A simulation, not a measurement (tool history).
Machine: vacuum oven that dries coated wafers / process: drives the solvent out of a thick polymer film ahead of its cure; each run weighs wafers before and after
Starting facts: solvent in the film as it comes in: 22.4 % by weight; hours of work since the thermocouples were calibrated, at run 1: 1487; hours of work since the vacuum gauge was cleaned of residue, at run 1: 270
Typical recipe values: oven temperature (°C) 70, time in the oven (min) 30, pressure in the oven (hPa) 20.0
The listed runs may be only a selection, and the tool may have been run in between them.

| run | hour | oven temperature (°C) | time in the oven (min) | pressure in the oven (hPa) | hours of work since the thermocouples were calibrated | hours of work since the vacuum gauge was cleaned of residue | solvent left in the film (%) |
|---|---|---|---|---|---|---|---|
| 1 | 0.0 | 70 | 30 | 20.0 | 1487 | 270 | 2.78 |
| 2 | 4.8 | 70 | 30 | 20.0 | 1490 | 273 | 2.71 |
| 3 | 10.8 | 63 | 30 | 20.0 | 1493 | 276 | 5.26 |
| 4 | 21.0 | 70 | 42 | 20.0 | 1499 | 282 | 1.77 |
| 5 | 26.6 | 70 | 42 | 20.0 | 1502 | 285 | 1.81 |
| 6 | 36.7 | 70 | 42 | 20.0 | 1508 | 290 | 1.79 |
|  | 40.3 | oven's thermocouples calibrated |
| 7 | 44.8 | 70 | 42 | 20.0 | 3 | 294 | 1.21 |
| 8 | 53.7 | 70 | 30 | 20.0 | 8 | 299 | 1.89 |
| 9 | 61.9 | 70 | 30 | 20.0 | 12 | 303 | 1.91 |
| 10 | 70.6 | 70 | 30 | 20.0 | 17 | 308 | 1.95 |
| 11 | 77.1 | 70 | 30 | 20.0 | 21 | 312 | 2.00 |
| 12 | 89.1 | 70 | 30 | 20.0 | 27 | 319 | 1.88 |
| 13 | 98.4 | 70 | 30 | 20.0 | 33 | 324 | 1.96 |
| 14 | 104.9 | 70 | 30 | 25.6 | 36 | 327 | 2.27 |
| 15 | 111.8 | 70 | 30 | 20.9 | 40 | 331 | 1.94 |
| 16 | 120.3 | 70 | 30 | 20.9 | 45 | 336 | 1.96 |
| 17 | 131.0 | 70 | 45 | 20.0 | 51 | 342 | 1.32 |
| 18 | 140.7 | 70 | 45 | 20.0 | 56 | 347 | 1.33 |
| 19 | 151.9 | 70 | 30 | 20.0 | 62 | 354 | 1.91 |
| 20 | 159.7 | 70 | 30 | 20.0 | 67 | 358 | 1.84 |
| 21 | 166.4 | 70 | 30 | 21.5 | 71 | 362 | 2.04 |
| 22 | 178.4 | 70 | 30 | 46.6 | 77 | 369 | 3.23 |
| 23 | 188.5 | 70 | 30 | 46.6 | 83 | 374 | 3.15 |
| 24 | 197.2 | 70 | 22 | 20.0 | 88 | 379 | 3.16 |
| 25 | 204.5 | 70 | 22 | 20.0 | 92 | 383 | 3.12 |
| 26 | 213.3 | 84 | 20 | 11.7 | 97 | 388 | 0.52 |
| 27 | 220.5 | 63 | 46 | 44.7 | 101 | 392 | 4.03 |
| 28 | 229.0 | 63 | 46 | 27.6 | 106 | 397 | 2.86 |
| 29 | 234.3 | 57 | 24 | 21.6 | 109 | 400 | 8.11 |
| 30 | 244.8 | 57 | 24 | 43.0 | 114 | 406 | 9.61 |
| 31 | 249.8 | 57 | 25 | 27.9 | 117 | 408 | 8.31 |
| 32 | 256.5 | 63 | 33 | 33.6 | 121 | 412 | 4.58 |
| 33 | 264.0 | 75 | 54 | 20.0 | 125 | 416 | 0.92 |
| 34 | 275.1 | 59 | 18 | 20.0 | 131 | 423 | 8.95 |
| 35 | 280.0 | 59 | 18 | 20.0 | 134 | 425 | 8.98 |
| 36 | 290.5 | 59 | 18 | 20.0 | 140 | 431 | 8.96 |
| 37 | 296.0 | 72 | 15 | 38.6 | 143 | 434 | 5.15 |
| 38 | 306.4 | 77 | 52 | 20.0 | 149 | 440 | 0.76 |
| 39 | 311.5 | 61 | 31 | 36.2 | 152 | 443 | 5.72 |
| 40 | 319.7 | 63 | 47 | 36.4 | 156 | 448 | 3.43 |
| 41 | 324.7 | 63 | 47 | 36.4 | 159 | 450 | 3.49 |
| 42 | 334.3 | 70 | 50 | 13.2 | 165 | 456 | 0.88 |
| 43 | 339.6 | 66 | 41 | 14.9 | 168 | 459 | 1.66 |
| 44 | 345.2 | 78 | 41 | 14.9 | 171 | 462 | 0.60 |
| 45 | 353.3 | 82 | 41 | 74.5 | 175 | 466 | 2.29 |
| 46 | 360.2 | 82 | 41 | 74.5 | 179 | 470 | 2.28 |

Each run again, without the hidden state but with its own random variation kept:
The tool's hidden condition here consists of: true wafer temperature over the reading, C; true pressure over the reading, kPa; drift of the gauge itself on solvent_pct, %.
| run | solvent left in the film (%) |
|---|---|
| 1 | 1.99 |
| 2 | 1.92 |
| 3 | 3.97 |
| 4 | 1.29 |
| 5 | 1.33 |
| 6 | 1.31 |
| 7 | 1.22 |
| 8 | 1.92 |
| 9 | 1.93 |
| 10 | 1.98 |
| 11 | 2.02 |
| 12 | 1.90 |
| 13 | 1.97 |
| 14 | 2.29 |
| 15 | 1.96 |
| 16 | 1.98 |
| 17 | 1.31 |
| 18 | 1.33 |
| 19 | 1.91 |
| 20 | 1.84 |
| 21 | 2.04 |
| 22 | 3.23 |
| 23 | 3.14 |
| 24 | 3.15 |
| 25 | 3.11 |
| 26 | 0.51 |
| 27 | 4.01 |
| 28 | 2.83 |
| 29 | 8.09 |
| 30 | 9.58 |
| 31 | 8.27 |
| 32 | 4.55 |
| 33 | 0.90 |
| 34 | 8.90 |
| 35 | 8.93 |
| 36 | 8.91 |
| 37 | 5.10 |
| 38 | 0.74 |
| 39 | 5.66 |
| 40 | 3.37 |
| 41 | 3.43 |
| 42 | 0.85 |
| 43 | 1.60 |
| 44 | 0.57 |
| 45 | 2.26 |
| 46 | 2.25 |
